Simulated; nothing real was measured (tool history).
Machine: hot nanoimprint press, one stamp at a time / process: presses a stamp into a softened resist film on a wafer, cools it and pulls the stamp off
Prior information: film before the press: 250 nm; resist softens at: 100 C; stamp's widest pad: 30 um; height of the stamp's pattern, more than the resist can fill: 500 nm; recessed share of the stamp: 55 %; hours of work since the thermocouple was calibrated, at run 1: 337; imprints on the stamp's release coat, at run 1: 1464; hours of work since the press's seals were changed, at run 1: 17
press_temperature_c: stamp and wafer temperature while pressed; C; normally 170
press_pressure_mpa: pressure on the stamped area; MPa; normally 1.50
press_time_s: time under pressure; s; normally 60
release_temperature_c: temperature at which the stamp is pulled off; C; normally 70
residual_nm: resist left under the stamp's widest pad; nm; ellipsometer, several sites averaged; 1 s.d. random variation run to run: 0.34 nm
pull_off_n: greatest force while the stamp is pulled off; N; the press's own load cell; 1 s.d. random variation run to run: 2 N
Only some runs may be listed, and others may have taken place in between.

run	day	press_temperature_c	press_pressure_mpa	press_time_s	release_temperature_c	hours of work since the thermocouple was calibrated	imprints on the stamp's release coat	hours of work since the press's seals were changed	residual_nm	pull_off_n
1	0.000	170	1.50	60	70	337	1464	17	105.5	243
2	0.279	170	1.50	60	70	340	1478	20	104.9	242
3	0.521	170	1.50	60	70	343	1490	23	105.5	245
4	0.938	170	1.50	60	70	348	1510	28	105.6	245
5	1.404	170	1.50	60	70	353	1534	33	105.8	245
6	1.633	170	1.50	60	70	355	1545	36	105.1	250
# day 1.967: plate thermocouple calibrated
7	1.983	170	1.50	60	70	0	1556	38	102.3	246
8	2.296	170	1.50	60	70	4	1572	42	102.5	242
9	2.762	170	1.50	60	70	9	1595	47	102.8	243
# day 3.233: stamp cleaned and given a new release coat
10	3.379	170	1.50	60	70	13	7	51	103.1	205
11	3.608	170	1.50	60	70	16	19	54	102.6	200
12	3.800	170	1.50	60	70	18	28	56	103.1	202
13	4.171	170	1.50	60	70	22	47	60	102.9	204
14	4.550	170	1.50	60	70	26	66	64	102.8	202
15	4.746	170	1.50	60	70	28	75	66	103.4	204
16	5.038	174	2.05	33	70	32	90	70	96.1	201
17	5.308	170	1.50	60	74	35	103	73	102.5	187
18	5.504	172	1.00	30	66	37	113	75	146.3	223
19	5.692	172	1.00	30	66	39	122	77	146.2	221
20	6.071	172	1.00	30	66	43	142	81	146.2	221
21	6.308	178	1.37	61	66	46	153	84	79.3	226
22	6.683	178	1.37	77	67	50	172	88	72.0	217
23	6.967	178	1.37	77	67	53	186	91	71.5	219
24	7.183	170	1.50	33	59	56	197	94	129.2	254
25	7.512	170	1.47	33	59	59	213	97	129.5	254
26	7.796	178	1.50	60	70	63	227	101	76.6	204
27	8.217	178	1.50	60	66	67	248	105	76.5	227
28	8.525	171	2.35	88	57	71	264	109	67.7	263
29	8.954	174	1.16	89	58	76	285	114	86.2	260
30	9.146	161	1.07	60	70	78	295	116	164.1	209

What differs in the tool's unlogged condition from the final listed run ahead of each entry between runs to the first listed run following it?
After run 6, before run 7: plate thermocouple calibrated (day 1.967)
  true temperature over the reading, C: -0.64 -> 0.06; pressure that arrives at the usual setting, %: 100.07 -> 100.05; grip of the stamp's worn release coat, % over a new coat's: 20.6 -> 20.7
  the result without the hidden state subtracted from the measured one, residual_nm: +2.5 -> -0.3 nm; pull_off_n: +45 -> +42 N
After run 9, before run 10: stamp cleaned and given a new release coat (day 3.233)
  pressure that arrives at the usual setting, %: 99.98 -> 99.95; grip of the stamp's worn release coat, % over a new coat's: 21.3 -> 0.1
  the result without the hidden state subtracted from the measured one, residual_nm: -0.2 -> -0.1 nm; pull_off_n: +42 -> +0 N
